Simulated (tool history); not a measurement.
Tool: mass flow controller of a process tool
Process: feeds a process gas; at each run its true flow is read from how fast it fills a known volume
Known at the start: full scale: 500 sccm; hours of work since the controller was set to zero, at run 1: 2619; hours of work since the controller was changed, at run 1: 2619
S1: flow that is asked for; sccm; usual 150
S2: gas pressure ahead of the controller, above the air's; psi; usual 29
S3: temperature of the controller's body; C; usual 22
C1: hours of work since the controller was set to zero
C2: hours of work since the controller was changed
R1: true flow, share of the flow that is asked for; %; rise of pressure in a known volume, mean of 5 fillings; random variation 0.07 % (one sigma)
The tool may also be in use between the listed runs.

{"run": 1, "hour": 0.0, "S1": 150, "S2": 29, "S3": 22, "C1": 2619, "C2": 2619, "R1": 100.19}
{"run": 2, "hour": 490.7, "S1": 150, "S2": 29, "S3": 22, "C1": 2894, "C2": 2894, "R1": 100.47}
{"run": 3, "hour": 876.5, "S1": 150, "S2": 29, "S3": 22, "C1": 3109, "C2": 3109, "R1": 100.73}
{"run": 4, "hour": 1192.5, "S1": 87, "S2": 29, "S3": 22, "C1": 3286, "C2": 3286, "R1": 102.47}
{"run": 5, "hour": 1405.6, "S1": 87, "S2": 29, "S3": 22, "C1": 3405, "C2": 3405, "R1": 102.63}
{"run": 6, "hour": 1813.4, "S1": 87, "S2": 29, "S3": 22, "C1": 3634, "C2": 3634, "R1": 103.12}
{"run": 7, "hour": 2101.3, "S1": 87, "S2": 29, "S3": 22, "C1": 3795, "C2": 3795, "R1": 103.3}
{"run": 8, "hour": 2510.5, "S1": 150, "S2": 29, "S3": 22, "C1": 4023, "C2": 4023, "R1": 101.52}
{"run": 9, "hour": 2966.8, "S1": 150, "S2": 29, "S3": 22, "C1": 4279, "C2": 4279, "R1": 101.72}
{"run": 10, "hour": 3431.2, "S1": 150, "S2": 29, "S3": 22, "C1": 4538, "C2": 4538, "R1": 101.99}
{"run": 11, "hour": 3898.6, "S1": 150, "S2": 29, "S3": 22, "C1": 4800, "C2": 4800, "R1": 102.37}
{"run": 12, "hour": 4155.5, "S1": 150, "S2": 29, "S3": 22, "C1": 4944, "C2": 4944, "R1": 102.42}
{"hour": 4349.5, "done": "controller's zero set anew"}
{"run": 13, "hour": 4471.3, "S1": 150, "S2": 29, "S3": 21, "C1": 68, "C2": 5120, "R1": 98.4}
{"run": 14, "hour": 4892.5, "S1": 150, "S2": 29, "S3": 21, "C1": 304, "C2": 5356, "R1": 98.66}
{"run": 15, "hour": 5126.0, "S1": 401, "S2": 29, "S3": 21, "C1": 434, "C2": 5486, "R1": 99.8}
{"run": 16, "hour": 5482.8, "S1": 146, "S2": 22.3, "S3": 22, "C1": 634, "C2": 5686, "R1": 99.43}
{"run": 17, "hour": 5956.5, "S1": 146, "S2": 22.3, "S3": 22, "C1": 899, "C2": 5951, "R1": 99.51}
{"run": 18, "hour": 6281.5, "S1": 146, "S2": 22.3, "S3": 22, "C1": 1081, "C2": 6133, "R1": 99.86}
{"run": 19, "hour": 6580.0, "S1": 150, "S2": 25.2, "S3": 40, "C1": 1248, "C2": 6299, "R1": 101.5}
{"run": 20, "hour": 6938.9, "S1": 69, "S2": 25.2, "S3": 40, "C1": 1448, "C2": 6500, "R1": 102.84}
{"run": 21, "hour": 7276.5, "S1": 69, "S2": 24.7, "S3": 30, "C1": 1637, "C2": 6689, "R1": 102.28}
{"run": 22, "hour": 7646.9, "S1": 69, "S2": 24.7, "S3": 30, "C1": 1844, "C2": 6896, "R1": 102.74}
{"run": 23, "hour": 7885.8, "S1": 69, "S2": 24.2, "S3": 23, "C1": 1978, "C2": 7030, "R1": 102.38}
{"run": 24, "hour": 8358.6, "S1": 69, "S2": 24.2, "S3": 23, "C1": 2243, "C2": 7294, "R1": 102.96}
{"run": 25, "hour": 8663.2, "S1": 195, "S2": 24.2, "S3": 23, "C1": 2413, "C2": 7465, "R1": 100.8}
{"run": 26, "hour": 8941.2, "S1": 350, "S2": 30.7, "S3": 27, "C1": 2568, "C2": 7620, "R1": 100.91}
{"run": 27, "hour": 9385.0, "S1": 292, "S2": 37.7, "S3": 33, "C1": 2817, "C2": 7869, "R1": 101.26}

Hidden state at the last listed run before each entry between runs and at the first one after, where it differs:
Between runs 12 and 13: controller's zero set anew (hour 4349.5)
  flow at rest that the sensor doesn't see, % of full scale: 1.208 -> 0.024; true flow over the shown one, %: 0.5 -> 0.53
  measured less the result without the state, R1: +4.53 -> +0.61 %

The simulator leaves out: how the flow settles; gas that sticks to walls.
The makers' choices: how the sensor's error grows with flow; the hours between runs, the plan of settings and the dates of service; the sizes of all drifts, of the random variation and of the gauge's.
